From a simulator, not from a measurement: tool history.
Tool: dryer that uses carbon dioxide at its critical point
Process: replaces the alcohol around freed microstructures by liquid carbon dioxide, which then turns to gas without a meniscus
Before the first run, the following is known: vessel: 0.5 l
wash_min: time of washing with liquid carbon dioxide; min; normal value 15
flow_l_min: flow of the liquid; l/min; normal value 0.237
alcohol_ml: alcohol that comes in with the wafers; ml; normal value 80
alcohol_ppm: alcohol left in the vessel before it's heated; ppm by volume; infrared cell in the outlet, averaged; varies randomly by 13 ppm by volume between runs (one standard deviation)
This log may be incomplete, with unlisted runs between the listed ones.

| run | hour | wash_min | flow_l_min | alcohol_ml | alcohol_ppm |
|---|---|---|---|---|---|
| 1 | 0 | 15 | 0.237 | 80 | 1577 |
| 2 | 17.4 | 15 | 0.237 | 80 | 1647 |
| 3 | 29 | 15 | 0.316 | 80 | 491 |
| 4 | 40.6 | 15 | 0.316 | 80 | 514 |
| 5 | 52.1 | 15 | 0.316 | 80 | 512 |
| 6 | 63.8 | 15 | 0.237 | 80 | 1934 |
| 7 | 74.4 | 15 | 0.237 | 80 | 940 |
| 8 | 85.6 | 15 | 0.237 | 33 | 465 |
| 9 | 95.9 | 15 | 0.237 | 80 | 1006 |
| 10 | 111.1 | 15 | 0.237 | 80 | 1068 |
| 11 | 119.3 | 15 | 0.237 | 65 | 886 |
| 12 | 135.8 | 15 | 0.237 | 65 | 958 |
| 13 | 147.5 | 15 | 0.237 | 65 | 995 |
| 14 | 158.1 | 15 | 0.237 | 80 | 1263 |
| 15 | 175.3 | 15 | 0.237 | 80 | 1337 |
| 16 | 191.3 | 15 | 0.237 | 80 | 1374 |
| 17 | 209 | 15 | 0.237 | 22 | 501 |
| 18 | 223.6 | 15 | 0.237 | 22 | 530 |
| 19 | 241.1 | 15 | 0.237 | 22 | 543 |
| 20 | 253.8 | 15 | 0.237 | 22 | 566 |
| 21 | 261.4 | 15 | 0.237 | 32 | 769 |
| 22 | 276.2 | 15 | 0.237 | 80 | 1835 |
| 23 | 289.8 | 15 | 0.237 | 80 | 1899 |
| 24 | 306.2 | 15 | 0.237 | 80 | 1978 |
| 25 | 319.5 | 15 | 0.388 | 64 | 191 |
| 26 | 336.8 | 15 | 0.388 | 64 | 196 |
| 27 | 350.5 | 10 | 0.388 | 25 | 373 |
| 28 | 357.7 | 10 | 0.388 | 25 | 371 |
| 29 | 374.8 | 17 | 0.373 | 80 | 30 |
| 30 | 389.7 | 17 | 0.373 | 80 | 36 |
| 31 | 406 | 17 | 0.237 | 27 | 196 |
| 32 | 416 | 17 | 0.237 | 27 | 214 |
| 33 | 426.7 | 15 | 0.249 | 43 | 510 |
| 34 | 441.7 | 13 | 0.157 | 20 | 2304 |
| 35 | 449.1 | 15 | 0.178 | 59 | 2933 |
| 36 | 461.5 | 15 | 0.178 | 59 | 3061 |
| 37 | 474.8 | 15 | 0.178 | 59 | 3115 |
| 38 | 488.3 | 15 | 0.178 | 59 | 3309 |
| 39 | 497.9 | 11 | 0.148 | 80 | 18024 |
| 40 | 513.3 | 11 | 0.148 | 80 | 18090 |
| 41 | 530 | 21 | 0.237 | 80 | 280 |
| 42 | 540.5 | 23 | 0.269 | 24 | 54 |
| 43 | 552 | 23 | 0.269 | 24 | 75 |
| 44 | 564.4 | 23 | 0.226 | 44 | 171 |
| 45 | 577.8 | 16 | 0.212 | 100 | 1385 |
| 46 | 591.8 | 16 | 0.212 | 100 | 1423 |
| 47 | 599.6 | 16 | 0.212 | 100 | 1473 |
| 48 | 607.3 | 13 | 0.181 | 89 | 5633 |

Withheld: 4 entries from between the runs. Position of each, and hidden state at the listed run before versus the listed run after:
Logged between run 6 and run 7: inlet filter changed (hour 67.6)
  flow that reaches the vessel past the clogged filter, %: 84.3 -> 99.2; alcohol in the recycled carbon dioxide, ppm: 108.5 -> 110.4
  measured value less the no-hidden-state value, alcohol_ppm: +1137 -> +138 ppm by volume
Logged between run 24 and run 25: inlet filter changed (hour 317.5)
  flow that reaches the vessel past the clogged filter, %: 84.7 -> 99.8; alcohol in the recycled carbon dioxide, ppm: 158.2 -> 160.9
  measured value less the no-hidden-state value, alcohol_ppm: +1159 -> +152 ppm by volume
Logged between run 28 and run 29: purifier's bed changed (hour 367.1)
  flow that reaches the vessel past the clogged filter, %: 97.4 -> 96.6; alcohol in the recycled carbon dioxide, ppm: 168.6 -> 6.7
  measured value less the no-hidden-state value, alcohol_ppm: +189 -> +8 ppm by volume
Logged between run 44 and run 45: inlet filter changed (hour 569.9)
  flow that reaches the vessel past the clogged filter, %: 85.2 -> 99.1; alcohol in the recycled carbon dioxide, ppm: 47.1 -> 49.7
  measured value less the no-hidden-state value, alcohol_ppm: +121 -> +102 ppm by volume
